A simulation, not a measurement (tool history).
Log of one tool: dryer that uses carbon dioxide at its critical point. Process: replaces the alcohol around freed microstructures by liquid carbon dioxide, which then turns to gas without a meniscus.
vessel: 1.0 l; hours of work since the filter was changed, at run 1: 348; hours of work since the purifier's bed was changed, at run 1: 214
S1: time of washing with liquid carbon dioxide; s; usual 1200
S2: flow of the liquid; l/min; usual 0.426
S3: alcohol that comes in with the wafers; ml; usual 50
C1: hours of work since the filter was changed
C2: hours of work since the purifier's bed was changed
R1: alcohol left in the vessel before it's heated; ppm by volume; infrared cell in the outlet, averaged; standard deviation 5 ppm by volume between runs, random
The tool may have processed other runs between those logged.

run	hour	S1	S2	S3	C1	C2	R1
1	0.0	1200	0.426	50	348	214	63
2	16.2	1200	0.426	50	354	219	71
3	29.8	1200	0.426	50	358	224	77
4	48.4	1200	0.300	50	365	231	289
5	65.3	1200	0.426	50	371	237	72
6	75.6	1200	0.426	50	375	241	75
7	93.1	1200	0.426	50	381	247	76
8	112.2	1500	0.426	50	388	254	47
9	128.9	1500	0.426	50	394	260	50
10	145.3	720	0.317	107	400	266	3909
11	164.9	720	0.317	107	407	273	3870
12	183.3	720	0.317	38	413	279	1401
13	192.5	1020	0.305	87	417	282	981
14	203.9	1020	0.305	87	421	287	960
15	218.0	1020	0.305	87	426	292	983
16	229.2	1200	0.490	34	430	296	55
17	244.0	1860	0.286	35	435	301	61
18	259.5	1200	0.543	86	441	306	66

How would selected steps in R1 from run to run divide? Give the signed amount a tool lacking its hidden state would still show from settings, what came in and random variation, and the signed amount left for the hidden state, including any gauge scatter that is not in both of the compared results.
What the log doesn't record here: flow that reaches the vessel past the clogged filter, %; alcohol in the recycled carbon dioxide, ppm; drift of the gauge itself on alcohol_ppm, %.
Run 9 -> 10: S1 1500 -> 720, S2 0.426 -> 0.317, S3 50 -> 107. R1 +3859 ppm by volume: hidden state +709, all else +3150.
